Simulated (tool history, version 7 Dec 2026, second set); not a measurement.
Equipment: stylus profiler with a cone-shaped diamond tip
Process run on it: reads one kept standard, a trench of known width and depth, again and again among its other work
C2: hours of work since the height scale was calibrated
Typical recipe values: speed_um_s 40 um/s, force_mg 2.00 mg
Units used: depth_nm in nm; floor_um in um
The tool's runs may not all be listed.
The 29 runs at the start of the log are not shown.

run 30 day=122.900 | speed_um_s=24 force_mg=1.74 | scans_with_this_tip=4390 C2=47 | depth_nm=1004.37 floor_um=12.82
run 31 day=127.283 | speed_um_s=24 force_mg=1.74 | scans_with_this_tip=5365 C2=116 | depth_nm=1004.62 floor_um=12.55
run 32 day=131.558 | speed_um_s=40 force_mg=2.34 | scans_with_this_tip=6316 C2=183 | depth_nm=1005.89 floor_um=12.22
run 33 day=133.971 | speed_um_s=59 force_mg=2.00 | scans_with_this_tip=6853 C2=221 | depth_nm=1005.34 floor_um=12.06
run 34 day=137.871 | speed_um_s=59 force_mg=5.24 | scans_with_this_tip=7720 C2=282 | depth_nm=1010.43 floor_um=11.91
run 35 day=143.304 | speed_um_s=26 force_mg=5.24 | scans_with_this_tip=8929 C2=368 | depth_nm=1010.39 floor_um=11.75
run 36 day=148.467 | speed_um_s=15 force_mg=1.18 | scans_with_this_tip=10077 C2=449 | depth_nm=1005.18 floor_um=11.43
-- day=152.654 new tip fitted, height scale calibrated
run 37 day=153.375 | speed_um_s=108 force_mg=5.92 | scans_with_this_tip=160 C2=11 | depth_nm=1010.57 floor_um=13.61
run 38 day=155.975 | speed_um_s=40 force_mg=2.74 | scans_with_this_tip=738 C2=52 | depth_nm=1006.59 floor_um=13.56
run 39 day=160.858 | speed_um_s=42 force_mg=0.69 | scans_with_this_tip=1825 C2=129 | depth_nm=1003.20 floor_um=13.11
run 40 day=165.617 | speed_um_s=40 force_mg=2.32 | scans_with_this_tip=2883 C2=204 | depth_nm=1006.24 floor_um=12.94
run 41 day=170.529 | speed_um_s=40 force_mg=2.32 | scans_with_this_tip=3976 C2=281 | depth_nm=1006.74 floor_um=12.63
run 42 day=174.196 | speed_um_s=63 force_mg=3.10 | scans_with_this_tip=4792 C2=339 | depth_nm=1007.93 floor_um=12.44
run 43 day=178.912 | speed_um_s=55 force_mg=2.00 | scans_with_this_tip=5841 C2=413 | depth_nm=1006.09 floor_um=12.12
run 44 day=181.521 | speed_um_s=55 force_mg=2.00 | scans_with_this_tip=6421 C2=454 | depth_nm=1006.48 floor_um=11.96
run 45 day=185.462 | speed_um_s=121 force_mg=3.19 | scans_with_this_tip=7298 C2=516 | depth_nm=1008.70 floor_um=11.64
run 46 day=188.338 | speed_um_s=39 force_mg=2.94 | scans_with_this_tip=7937 C2=561 | depth_nm=1008.35 floor_um=11.69

Branching from run 46: 4 alternative next runs. What would each branch give?
run A day=193.550 | speed_um_s=40 force_mg=1.65 | scans_with_this_tip=9096 C2=643 | depth_nm=? floor_um=?
run B day=193.550 | speed_um_s=44 force_mg=5.68 | scans_with_this_tip=9096 C2=643 | depth_nm=? floor_um=?
run C day=193.550 | speed_um_s=49 force_mg=3.62 | scans_with_this_tip=9096 C2=643 | depth_nm=? floor_um=?
run D day=193.550 | speed_um_s=33 force_mg=0.71 | scans_with_this_tip=9096 C2=643 | depth_nm=? floor_um=?

run=A depth_nm=1006.83 floor_um=11.44
run=B depth_nm=1012.59 floor_um=11.53
run=C depth_nm=1009.49 floor_um=11.44
run=D depth_nm=1004.83 floor_um=11.42
The same runs, with their run-to-run variation unchanged, on a tool lacking any hidden condition would have given:
run=A depth_nm=1004.53 floor_um=13.80
run=B depth_nm=1010.28 floor_um=13.89
run=C depth_nm=1007.19 floor_um=13.80
run=D depth_nm=1002.54 floor_um=13.78
